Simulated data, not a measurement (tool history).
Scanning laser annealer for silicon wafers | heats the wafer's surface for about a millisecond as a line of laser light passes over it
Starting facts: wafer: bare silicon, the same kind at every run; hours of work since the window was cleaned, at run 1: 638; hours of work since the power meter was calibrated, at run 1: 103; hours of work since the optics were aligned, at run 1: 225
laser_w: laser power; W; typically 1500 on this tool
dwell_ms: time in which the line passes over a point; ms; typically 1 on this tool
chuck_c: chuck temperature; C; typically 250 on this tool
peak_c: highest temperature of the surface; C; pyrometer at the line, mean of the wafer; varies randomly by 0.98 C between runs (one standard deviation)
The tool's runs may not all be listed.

run   hour  laser_w  dwell_ms  chuck_c  hours of work since the window was cleaned  hours of work since the power meter was calibrated  hours of work since the optics were aligned  peak_c
  1      0     1500         1      250                                         638                                                 103                                          225  1022.2
  2    8.9     1610         1      250                                         644                                                 109                                          231  1094.7
  3   16.1     1610         1      250                                         648                                                 114                                          236  1095.7
  4     26     1286         1      250                                         655                                                 120                                          242     884
  5   35.2     1286         1      250                                         661                                                 127                                          249   882.6
  6   42.7     1286         1      250                                         666                                                 132                                          254   882.7
  7   50.7     1500         1      275                                         672                                                 137                                          259  1048.1
  8   60.8     1500      0.96      250                                         679                                                 144                                          266  1007.1
  9   69.6     1500         1      250                                         685                                                 150                                          272  1018.2
 10   75.4     1500         1      250                                         689                                                 154                                          276  1021.7
 11   85.2     1500         1      250                                         695                                                 161                                          282  1021.3
 12   91.2     1500         1      250                                         699                                                 165                                          286  1020.9
 13  100.1     1500         1      250                                         705                                                 171                                          292  1020.7
 14  109.4     1500         1      250                                         712                                                 177                                          299  1021.2
 15  114.6     1319         1      250                                         715                                                 180                                          302   903.5
 16  123.8     1319         1      250                                         721                                                 187                                          308   903.6
 17  133.2     1319      1.08      250                                         728                                                 193                                          315   926.7
 18  137.9     1319      1.08      250                                         731                                                 196                                          318   927.4
 19  144.5     1399      1.08      250                                         735                                                 201                                          323     981
 20  153.3     1399      1.08      250                                         741                                                 207                                          328   980.1
 21  161.3     1399      1.08      250                                         747                                                 212                                          334     980
 22  167.6     1575      0.93      268                                         751                                                 216                                          338  1063.5
 23  175.4     1500      0.72      250                                         756                                                 222                                          343   913.6
 24  183.7     1500      0.72      250                                         762                                                 227                                          349   915.1
 25  193.2     1479      1.04      247                                         768                                                 234                                          356  1017.2
     199.8  -- window over the wafer cleaned
 26  202.6     1370      1.18      237                                           2                                                 239                                          361   977.9
 27  210.3     1370      1.18      237                                           7                                                 244                                          366   976.6
 28  219.5     1393      0.93      250                                          13                                                 250                                          372   928.6
 29  229.5     1393      0.97      277                                          20                                                 257                                          379   969.8

Forecast run 30:
 30  234.5     1500      0.84      212                                          23                                                 260                                          382       ?

{"run 30": {"peak_c": 925.9}}
On a tool with no hidden condition, and with the same random variation, this run would have come out at peak_c 926.2 C.

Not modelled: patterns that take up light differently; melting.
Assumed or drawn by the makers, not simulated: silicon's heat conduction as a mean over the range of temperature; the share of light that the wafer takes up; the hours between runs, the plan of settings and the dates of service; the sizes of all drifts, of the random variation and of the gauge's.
